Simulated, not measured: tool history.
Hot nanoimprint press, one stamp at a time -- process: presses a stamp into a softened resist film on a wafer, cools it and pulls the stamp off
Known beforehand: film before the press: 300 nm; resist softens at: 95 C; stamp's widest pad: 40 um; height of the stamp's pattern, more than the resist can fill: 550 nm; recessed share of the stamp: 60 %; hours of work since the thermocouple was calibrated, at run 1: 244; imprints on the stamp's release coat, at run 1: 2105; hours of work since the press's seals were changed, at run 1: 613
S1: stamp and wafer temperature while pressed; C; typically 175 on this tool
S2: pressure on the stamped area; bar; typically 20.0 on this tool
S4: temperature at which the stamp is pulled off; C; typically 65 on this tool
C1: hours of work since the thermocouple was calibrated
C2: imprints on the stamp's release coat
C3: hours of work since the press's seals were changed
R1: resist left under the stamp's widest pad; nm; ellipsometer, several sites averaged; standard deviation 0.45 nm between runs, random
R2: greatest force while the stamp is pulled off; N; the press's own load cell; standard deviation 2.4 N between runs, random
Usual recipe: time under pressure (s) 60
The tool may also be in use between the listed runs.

run 1 hour=0.0 | S1=175 S2=20.0 time_under_pressure_(s)=60 S4=65 | C1=244 C2=2105 C3=613 | R1=176.7 R2=174
-- hour=24.9 stamp cleaned and given a new release coat
run 2 hour=29.8 | S1=175 S2=20.0 time_under_pressure_(s)=60 S4=65 | C1=257 C2=15 C3=626 | R1=175.2 R2=127
run 3 hour=58.9 | S1=175 S2=17.2 time_under_pressure_(s)=60 S4=65 | C1=273 C2=102 C3=642 | R1=186.8 R2=126
run 4 hour=85.0 | S1=175 S2=20.0 time_under_pressure_(s)=60 S4=65 | C1=287 C2=181 C3=656 | R1=174.4 R2=128
run 5 hour=112.6 | S1=175 S2=20.0 time_under_pressure_(s)=60 S4=65 | C1=302 C2=264 C3=671 | R1=174.2 R2=132
run 6 hour=146.5 | S1=175 S2=20.0 time_under_pressure_(s)=60 S4=65 | C1=320 C2=367 C3=689 | R1=174.7 R2=132
run 7 hour=183.8 | S1=175 S2=20.0 time_under_pressure_(s)=60 S4=65 | C1=341 C2=479 C3=710 | R1=174.6 R2=135
run 8 hour=219.1 | S1=175 S2=20.0 time_under_pressure_(s)=60 S4=65 | C1=360 C2=586 C3=729 | R1=173.2 R2=139
run 9 hour=235.7 | S1=175 S2=20.0 time_under_pressure_(s)=60 S4=65 | C1=369 C2=636 C3=738 | R1=173.0 R2=135
run 10 hour=257.3 | S1=175 S2=20.0 time_under_pressure_(s)=60 S4=65 | C1=381 C2=701 C3=750 | R1=172.9 R2=142
run 11 hour=288.4 | S1=175 S2=20.0 time_under_pressure_(s)=60 S4=69 | C1=398 C2=795 C3=767 | R1=171.6 R2=138
run 12 hour=320.2 | S1=175 S2=20.0 time_under_pressure_(s)=60 S4=69 | C1=415 C2=891 C3=784 | R1=172.6 R2=143
-- hour=333.5 plate thermocouple calibrated
run 13 hour=355.1 | S1=175 S2=20.0 time_under_pressure_(s)=60 S4=72 | C1=12 C2=987 C3=801 | R1=183.0 R2=142
run 14 hour=386.2 | S1=174 S2=20.0 time_under_pressure_(s)=60 S4=50 | C1=29 C2=1081 C3=818 | R1=189.1 R2=164
run 15 hour=422.9 | S1=175 S2=22.6 time_under_pressure_(s)=60 S4=65 | C1=49 C2=1192 C3=838 | R1=173.2 R2=150
run 16 hour=452.3 | S1=175 S2=29.7 time_under_pressure_(s)=60 S4=54 | C1=65 C2=1280 C3=854 | R1=155.8 R2=166
run 17 hour=474.4 | S1=175 S2=29.7 time_under_pressure_(s)=60 S4=72 | C1=77 C2=1347 C3=866 | R1=154.5 R2=147
run 18 hour=511.0 | S1=175 S2=29.7 time_under_pressure_(s)=60 S4=72 | C1=97 C2=1457 C3=886 | R1=155.3 R2=155
run 19 hour=531.9 | S1=169 S2=13.5 time_under_pressure_(s)=115 S4=64 | C1=108 C2=1520 C3=898 | R1=207.7 R2=159
run 20 hour=553.5 | S1=175 S2=20.0 time_under_pressure_(s)=60 S4=53 | C1=120 C2=1585 C3=910 | R1=180.9 R2=172
run 21 hour=571.7 | S1=175 S2=20.0 time_under_pressure_(s)=60 S4=53 | C1=130 C2=1640 C3=919 | R1=180.1 R2=169
run 22 hour=590.6 | S1=175 S2=20.0 time_under_pressure_(s)=60 S4=53 | C1=140 C2=1697 C3=930 | R1=181.3 R2=177
run 23 hour=621.6 | S1=175 S2=18.9 time_under_pressure_(s)=60 S4=65 | C1=157 C2=1791 C3=947 | R1=183.8 R2=159

Below are 3 alternative next runs, each starting from the tool's condition after run 23. Predict each:
-- hour=654.1 press's hydraulic seals changed and the load cell set to zero
run A hour=655.0 | S1=167 S2=18.9 time_under_pressure_(s)=60 S4=51 | C1=171 C2=1868 C3=1 | R1=? R2=?
-- hour=654.1 press's hydraulic seals changed and the load cell set to zero
run B hour=655.0 | S1=175 S2=13.9 time_under_pressure_(s)=60 S4=65 | C1=171 C2=1868 C3=1 | R1=? R2=?
-- hour=654.1 press's hydraulic seals changed and the load cell set to zero
run C hour=655.0 | S1=175 S2=20.0 time_under_pressure_(s)=47 S4=65 | C1=171 C2=1868 C3=1 | R1=? R2=?

run=A R1=222.7 R2=182
run=B R1=201.8 R2=163
run=C R1=188.6 R2=168
Without the tool's hidden state the same runs would have given:
run=A R1=226.8 R2=137
run=B R1=205.8 R2=123
run=C R1=192.7 R2=127
